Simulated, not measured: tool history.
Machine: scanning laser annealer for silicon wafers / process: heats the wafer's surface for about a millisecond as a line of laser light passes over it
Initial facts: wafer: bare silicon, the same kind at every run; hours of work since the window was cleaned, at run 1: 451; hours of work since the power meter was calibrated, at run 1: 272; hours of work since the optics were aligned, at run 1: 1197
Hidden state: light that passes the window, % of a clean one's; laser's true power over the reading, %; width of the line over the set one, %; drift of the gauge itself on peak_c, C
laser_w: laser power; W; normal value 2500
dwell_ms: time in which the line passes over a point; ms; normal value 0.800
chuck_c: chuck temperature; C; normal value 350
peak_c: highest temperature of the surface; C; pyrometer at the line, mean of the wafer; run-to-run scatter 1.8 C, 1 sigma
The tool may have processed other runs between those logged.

run   hour  laser_w  dwell_ms  chuck_c  hours of work since the window was cleaned  hours of work since the power meter was calibrated  hours of work since the optics were aligned  peak_c
  1    0.0     2500     0.800      350                                         451                                                 272                                         1197    1025
  2   19.9     2500     0.800      350                                         461                                                 281                                         1207    1028
  3   52.5     2500     0.800      350                                         476                                                 297                                         1223    1022
  4   74.7     2500     0.800      350                                         487                                                 308                                         1234    1019
  5  106.5     2500     0.800      350                                         503                                                 323                                         1249    1022
  6  134.5     2500     0.800      350                                         516                                                 337                                         1263    1023
  7  164.6     2500     0.800      350                                         531                                                 352                                         1277    1022
  8  192.4     2500     0.800      350                                         545                                                 365                                         1291    1020
     199.6  -- optics aligned, line set to its width
  9  218.1     2545     0.800      350                                         555                                                 375                                            9    1029
 10  253.4     2651     0.800      348                                         572                                                 393                                           26    1060
 11  286.8     2651     0.800      348                                         588                                                 409                                           42    1057
 12  302.5     2500     0.618      350                                         596                                                 417                                           50     938
 13  334.2     2510     0.676      350                                         611                                                 432                                           66     967
 14  349.1     2510     0.676      350                                         619                                                 439                                           73     963
 15  378.6     2480     0.800      350                                         633                                                 454                                           87    1004
     404.7  -- optics aligned, line set to its width, once more
 16  404.7     2480     0.897      350                                         643                                                 464                                            0    1059
 17  440.3     2480     0.716      386                                         661                                                 481                                           17    1025

Here are 3 independent what-if runs from the current tool condition. What would each one return?
  A  467.7     2441     0.821      318                                         674                                                 495                                           31       ?
  B  467.7     2655     0.616      321                                         674                                                 495                                           31       ?
  C  467.7     2203     0.717      375                                         674                                                 495                                           31       ?

run  peak_c
  A     982
  B     968
  C     933
Without the tool's unlogged condition, the same runs would have read:
run  peak_c
  A    1011
  B     997
  C     957
